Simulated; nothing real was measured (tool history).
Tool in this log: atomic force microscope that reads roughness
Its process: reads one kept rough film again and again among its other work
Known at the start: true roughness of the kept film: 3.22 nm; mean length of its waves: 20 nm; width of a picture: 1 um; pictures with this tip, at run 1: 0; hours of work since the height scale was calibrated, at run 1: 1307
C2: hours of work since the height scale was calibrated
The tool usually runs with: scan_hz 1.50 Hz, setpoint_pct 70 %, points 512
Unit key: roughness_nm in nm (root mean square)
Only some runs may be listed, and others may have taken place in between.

Run 1, hour 0.0: usual settings; pictures with this tip 0; C2 1307. Result: roughness_nm 2.299 nm (root mean square).
Run 2, hour 43.5: usual settings; pictures with this tip 67; C2 1336. Result: roughness_nm 2.232 nm (root mean square).
Run 3, hour 108.2: usual settings but setpoint_pct 85 %; pictures with this tip 167; C2 1379. Result: roughness_nm 1.894 nm (root mean square).
Run 4, hour 158.6: usual settings; pictures with this tip 245; C2 1412. Result: roughness_nm 2.025 nm (root mean square).
Run 5, hour 206.3: usual settings; pictures with this tip 318; C2 1444. Result: roughness_nm 1.941 nm (root mean square).
At hour 219.9: new tip fitted.
Run 6, hour 273.1: usual settings but setpoint_pct 68 %; pictures with this tip 82; C2 1488. Result: roughness_nm 2.216 nm (root mean square).
Run 7, hour 321.3: usual settings but setpoint_pct 68 %; pictures with this tip 156; C2 1520. Result: roughness_nm 2.131 nm (root mean square).
Run 8, hour 368.5: usual settings but setpoint_pct 68 %; pictures with this tip 229; C2 1551. Result: roughness_nm 2.051 nm (root mean square).
Run 9, hour 409.2: usual settings but setpoint_pct 68 %; pictures with this tip 292; C2 1578. Result: roughness_nm 1.972 nm (root mean square).
At hour 435.2: new tip fitted.
At hour 476.6: height scale calibrated on a step standard.
Run 10, hour 476.6: usual settings but setpoint_pct 68 %; pictures with this tip 62; C2 0. Result: roughness_nm 2.314 nm (root mean square).
Run 11, hour 538.4: usual settings but setpoint_pct 68 %; pictures with this tip 158; C2 41. Result: roughness_nm 2.191 nm (root mean square).
Run 12, hour 609.4: usual settings but scan_hz 0.85 Hz; pictures with this tip 267; C2 88. Result: roughness_nm 2.163 nm (root mean square).
At hour 656.5: new tip fitted.
Run 13, hour 680.2: usual settings; pictures with this tip 37; C2 135. Result: roughness_nm 2.303 nm (root mean square).
Run 14, hour 711.0: usual settings but points 614; pictures with this tip 84; C2 155. Result: roughness_nm 2.220 nm (root mean square).
Run 15, hour 751.7: usual settings but scan_hz 1.20 Hz, setpoint_pct 78 %, points 787; pictures with this tip 147; C2 182. Result: roughness_nm 2.117 nm (root mean square).
Run 16, hour 821.6: usual settings but scan_hz 1.20 Hz, setpoint_pct 78 %, points 787; pictures with this tip 255; C2 229. Result: roughness_nm 2.003 nm (root mean square).
Run 17, hour 862.3: usual settings but scan_hz 1.20 Hz, setpoint_pct 59 %, points 787; pictures with this tip 318; C2 256. Result: roughness_nm 2.099 nm (root mean square).
At hour 871.7: new tip fitted.
Run 18, hour 909.2: usual settings but scan_hz 0.80 Hz, setpoint_pct 59 %, points 530; pictures with this tip 58; C2 287. Result: roughness_nm 2.398 nm (root mean square).
Run 19, hour 956.5: usual settings but scan_hz 1.49 Hz, points 333; pictures with this tip 131; C2 318. Result: roughness_nm 2.145 nm (root mean square).
Run 20, hour 1027.3: usual settings but scan_hz 2.33 Hz, setpoint_pct 83 %, points 696; pictures with this tip 240; C2 365. Result: roughness_nm 1.749 nm (root mean square).

Estimate the outcome of run 21 from the log above:
At hour 1086.4: new tip fitted.
Run 21, hour 1090.7: usual settings but setpoint_pct 74 %, points 394; pictures with this tip 7; C2 407. Result: roughness_nm ?.

Run 21 gave roughness_nm 2.259 nm (root mean square).
On a tool with no hidden condition, and with the same random variation, this run would have come out at roughness_nm 2.307 nm (root mean square).
